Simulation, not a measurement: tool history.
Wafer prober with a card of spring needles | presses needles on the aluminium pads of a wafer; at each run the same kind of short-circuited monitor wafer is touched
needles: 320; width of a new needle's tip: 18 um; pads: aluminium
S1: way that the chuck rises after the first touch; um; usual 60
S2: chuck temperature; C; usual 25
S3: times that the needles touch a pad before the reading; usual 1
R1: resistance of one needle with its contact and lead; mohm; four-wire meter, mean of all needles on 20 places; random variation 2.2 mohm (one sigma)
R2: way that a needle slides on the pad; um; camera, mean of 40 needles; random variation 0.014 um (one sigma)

run	hour	S1	S2	S3	R1	R2
1	0.0	60	25	1	517	11.25
2	44.8	60	25	1	318	11.38
3	68.5	60	41	1	851	11.31
4	93.9	60	41	1	649	11.28
5	135.1	60	93	1	852	11.25
6	180.1	60	93	1	833	11.35
7	227.4	60	93	1	862	11.28
8	266.1	60	25	1	823	11.22
9	297.8	60	28	1	889	11.32
10	337.0	66	48	1	281	12.42
11	362.3	46	27	1	1388	8.60
12	401.8	76	67	3	392	14.39
13	441.7	46	27	2	336	8.65
14	480.7	47	47	2	928	8.75
15	519.0	76	93	1	450	14.41
16	543.5	53	50	1	1124	10.00
17	565.8	76	28	2	311	14.33
18	613.1	50	28	2	587	9.30

Not shown: 45 entries that the log had between the listed runs. Between which runs, and how does the tool's hidden state differ before and after?
Between runs 1 and 2: tips cleaned on abrasive film (hour 13.1); tips cleaned on abrasive film (hour 29.8); height of the first contact set anew (hour 30.1); tips cleaned on abrasive film (hour 44.8)
  debris on the tips, nm: 68.5 -> 15.9; way that the needles fall short of the set height, um: 0.58 -> 0.11; tips' diameter, um: 19.91 -> 20.05
  measured less the result without the state, R1: +268 -> +64 mohm; R2: -0.11 -> -0.02 um
Between runs 2 and 3: tips cleaned on abrasive film (hour 60.6)
  debris on the tips, nm: 15.9 -> 160.4; way that the needles fall short of the set height, um: 0.11 -> 0.23; tips' diameter, um: 20.05 -> 20.09
  measured less the result without the state, R1: +64 -> +602 mohm; R2: -0.02 -> -0.04 um
Between runs 3 and 4: tips cleaned on abrasive film (hour 75.6); tips cleaned on abrasive film (hour 90.8)
  debris on the tips, nm: 160.4 -> 101.3; way that the needles fall short of the set height, um: 0.23 -> 0.46; tips' diameter, um: 20.09 -> 20.18
  measured less the result without the state, R1: +602 -> +394 mohm; R2: -0.04 -> -0.09 um
Between runs 4 and 5: tips cleaned on abrasive film (hour 106.3); tips cleaned on abrasive film (hour 123.3)
  debris on the tips, nm: 101.3 -> 162.8; way that the needles fall short of the set height, um: 0.46 -> 0.66; tips' diameter, um: 20.18 -> 20.24
  measured less the result without the state, R1: +394 -> +583 mohm; R2: -0.09 -> -0.13 um
Between runs 5 and 6: tips cleaned on abrasive film (hour 138.5); height of the first contact set anew (hour 150.6); tips cleaned on abrasive film (hour 154.1); tips cleaned on abrasive film (hour 169.9)
  debris on the tips, nm: 162.8 -> 159.1; way that the needles fall short of the set height, um: 0.66 -> 0.21; tips' diameter, um: 20.24 -> 20.36
  measured less the result without the state, R1: +583 -> +565 mohm; R2: -0.13 -> -0.04 um
Between runs 6 and 7: tips cleaned on abrasive film (hour 185.6); tips cleaned on abrasive film (hour 201.6); tips cleaned on abrasive film (hour 215.9)
  debris on the tips, nm: 159.1 -> 162.9; way that the needles fall short of the set height, um: 0.21 -> 0.53; tips' diameter, um: 20.36 -> 20.47
  measured less the result without the state, R1: +565 -> +594 mohm; R2: -0.04 -> -0.10 um
Between runs 7 and 8: tips cleaned on abrasive film (hour 230.7); tips cleaned on abrasive film (hour 245.6); tips cleaned on abrasive film (hour 260.4)
  debris on the tips, nm: 162.9 -> 140.9; way that the needles fall short of the set height, um: 0.53 -> 0.82; tips' diameter, um: 20.47 -> 20.57
  measured less the result without the state, R1: +594 -> +577 mohm; R2: -0.10 -> -0.15 um
Between runs 8 and 9: height of the first contact set anew (hour 271.7); tips cleaned on abrasive film (hour 275.1); tips cleaned on abrasive film (hour 290.1)
  debris on the tips, nm: 140.9 -> 158.3; way that the needles fall short of the set height, um: 0.82 -> 0.2; tips' diameter, um: 20.57 -> 20.64
  measured less the result without the state, R1: +577 -> +640 mohm; R2: -0.15 -> -0.04 um
Between runs 9 and 10: tips cleaned on abrasive film (hour 305.4); tips cleaned on abrasive film (hour 322.1); tips cleaned on abrasive film (hour 337.0)
  debris on the tips, nm: 158.3 -> 6.9; way that the needles fall short of the set height, um: 0.2 -> 0.53; tips' diameter, um: 20.64 -> 20.76
  measured less the result without the state, R1: +640 -> +25 mohm; R2: -0.04 -> -0.10 um
Between runs 10 and 11: tips cleaned on abrasive film (hour 350.7)
  debris on the tips, nm: 6.9 -> 162.1; way that the needles fall short of the set height, um: 0.53 -> 0.63; tips' diameter, um: 20.76 -> 20.79
  measured less the result without the state, R1: +25 -> +1132 mohm; R2: -0.10 -> -0.12 um
Between runs 11 and 12: tips cleaned on abrasive film (hour 365.8); tips cleaned on abrasive film (hour 381.2); height of the first contact set anew (hour 392.3); tips cleaned on abrasive film (hour 395.8)
  debris on the tips, nm: 162.1 -> 146.8; way that the needles fall short of the set height, um: 0.63 -> 0.13; tips' diameter, um: 20.79 -> 20.93
  measured less the result without the state, R1: +1132 -> +135 mohm; R2: -0.12 -> -0.02 um
Between runs 12 and 13: tips cleaned on abrasive film (hour 410.2); tips cleaned on abrasive film (hour 426.9); tips cleaned on abrasive film (hour 441.7)
  debris on the tips, nm: 146.8 -> 17.7; way that the needles fall short of the set height, um: 0.13 -> 0.49; tips' diameter, um: 20.93 -> 21.05
  measured less the result without the state, R1: +135 -> +80 mohm; R2: -0.02 -> -0.09 um
Between runs 13 and 14: tips cleaned on abrasive film (hour 455.4); tips cleaned on abrasive film (hour 470.5)
  debris on the tips, nm: 17.7 -> 162.9; way that the needles fall short of the set height, um: 0.49 -> 0.76; tips' diameter, um: 21.05 -> 21.15
  measured less the result without the state, R1: +80 -> +664 mohm; R2: -0.09 -> -0.14 um
Between runs 14 and 15: tips cleaned on abrasive film (hour 486.5); tips cleaned on abrasive film (hour 502.1); height of the first contact set anew (hour 515.3); tips cleaned on abrasive film (hour 517.6)
  debris on the tips, nm: 162.9 -> 75.4; way that the needles fall short of the set height, um: 0.76 -> 0.08; tips' diameter, um: 21.15 -> 21.24
  measured less the result without the state, R1: +664 -> +187 mohm; R2: -0.14 -> -0.02 um
Between runs 15 and 16: tips cleaned on abrasive film (hour 533.2)
  debris on the tips, nm: 75.4 -> 162.3; way that the needles fall short of the set height, um: 0.08 -> 0.21; tips' diameter, um: 21.24 -> 21.29
  measured less the result without the state, R1: +187 -> +864 mohm; R2: -0.02 -> -0.04 um
Between runs 16 and 17: tips cleaned on abrasive film (hour 549.6); tips cleaned on abrasive film (hour 565.3)
  debris on the tips, nm: 162.3 -> 39.1; way that the needles fall short of the set height, um: 0.21 -> 0.44; tips' diameter, um: 21.29 -> 21.36
  measured less the result without the state, R1: +864 -> +67 mohm; R2: -0.04 -> -0.08 um
Between runs 17 and 18: tips cleaned on abrasive film (hour 581.3); tips cleaned on abrasive film (hour 595.7); tips cleaned on abrasive film (hour 611.5)
  debris on the tips, nm: 39.1 -> 85.5; way that the needles fall short of the set height, um: 0.44 -> 0.82; tips' diameter, um: 21.36 -> 21.5
  measured less the result without the state, R1: +67 -> +332 mohm; R2: -0.08 -> -0.16 um

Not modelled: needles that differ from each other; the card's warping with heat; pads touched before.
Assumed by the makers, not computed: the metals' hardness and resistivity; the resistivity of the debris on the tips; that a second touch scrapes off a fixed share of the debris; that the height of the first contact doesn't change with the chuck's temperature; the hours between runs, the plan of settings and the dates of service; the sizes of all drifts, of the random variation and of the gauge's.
